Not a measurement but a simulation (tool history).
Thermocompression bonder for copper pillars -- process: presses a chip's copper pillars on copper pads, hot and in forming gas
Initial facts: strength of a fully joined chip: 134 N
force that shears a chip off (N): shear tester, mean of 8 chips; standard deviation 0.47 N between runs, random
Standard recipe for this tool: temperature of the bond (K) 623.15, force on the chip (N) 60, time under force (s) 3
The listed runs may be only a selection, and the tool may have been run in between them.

run   hour  temperature of the bond (K)  force on the chip (N)  time under force (s)  force that shears a chip off (N)
  1    0.0                       623.15                     60                     3                              58.5
  2   20.7                       623.15                     60                     3                              65.1
  3   41.1                       623.15                     60                     3                              64.6
  4   56.5                       626.15                     60                     3                              66.3
  5   69.6                       626.15                     60                     3                              65.2
  6   85.9                       623.15                     60                     3                              64.2
  7   99.1                       635.15                     60                     3                              70.8
  8  116.6                       623.15                     60                     3                              62.8
  9  139.4                       623.15                     60                     3                              62.7
 10  162.2                       623.15                     60                     4                              68.6
 11  185.8                       623.15                     60                     4                              68.1
 12  200.0                       623.15                     60                     4                              67.4
 13  212.8                       623.15                     60                     3                              61.3
 14  241.4                       614.15                     60                     3                              54.7
 15  263.8                       614.15                     60                     3                              55.2
 16  277.3                       614.15                     60                     3                              55.5
 17  298.9                       614.15                     60                     3                              54.8
 18  319.0                       631.15                     60                     3                              64.8
 19  335.0                       623.15                     60                     3                              59.0
 20  362.5                       645.15                     60                     3                              72.6
 21  381.5                       645.15                     60                     3                              71.9
 22  401.1                       652.15                     82                     6                              98.6
 23  421.1                       652.15                     82                     6                              97.4
 24  443.3                       595.15                     49                     4                              48.3
 25  462.8                       649.15                     43                     4                              78.2
 26  490.2                       636.15                     58                     4                              79.6
 27  506.9                       636.15                     58                     4                              79.0
 28  533.6                       607.15                     40                     4                              46.9
 29  546.0                       625.15                     53                     3                              60.3
 30  566.0                       618.15                     69                     4                              70.4
 31  578.9                       618.15                     69                     4                              70.6
 32  598.1                       618.15                     79                     7                              87.8
 33  612.1                       643.15                     60                     2                              65.6
 34  631.1                       643.15                     74                     2                              72.3
 35  643.4                       643.15                     74                     2                              72.0
 36  670.2                       623.15                     64                     4                              69.3
 37  691.0                       623.15                     64                     4                              68.5
 38  708.8                       635.15                     83                     4                              84.1
 39  733.5                       635.15                     83                     4                              83.2

Not shown here: 2 entries made in the log between runs. Locate each between two listed runs and compare the hidden state at the listed run before it with the hidden state at the listed run after it:
In the gap between runs 1 and 2: forming gas filter changed (hour 12.2)
  true temperature of the bond over the reading, C: 3.8 -> 3.9; force that reaches the chip, % of what is set: 96.3 -> 96.2; oxide that the forming gas leaves, % of the face: 10.27 -> 0.93
  what was measured, less what the result would be without the hidden state, force that shears a chip off (N): -5.0 -> +1.1
In the gap between runs 23 and 24: forming gas filter changed (hour 423.4)
  true temperature of the bond over the reading, C: 5.4 -> 5.5; force that reaches the chip, % of what is set: 94.3 -> 94.2; oxide that the forming gas leaves, % of the face: 12.25 -> 1.25
  what was measured, less what the result would be without the hidden state, force that shears a chip off (N): -11.7 -> +1.4
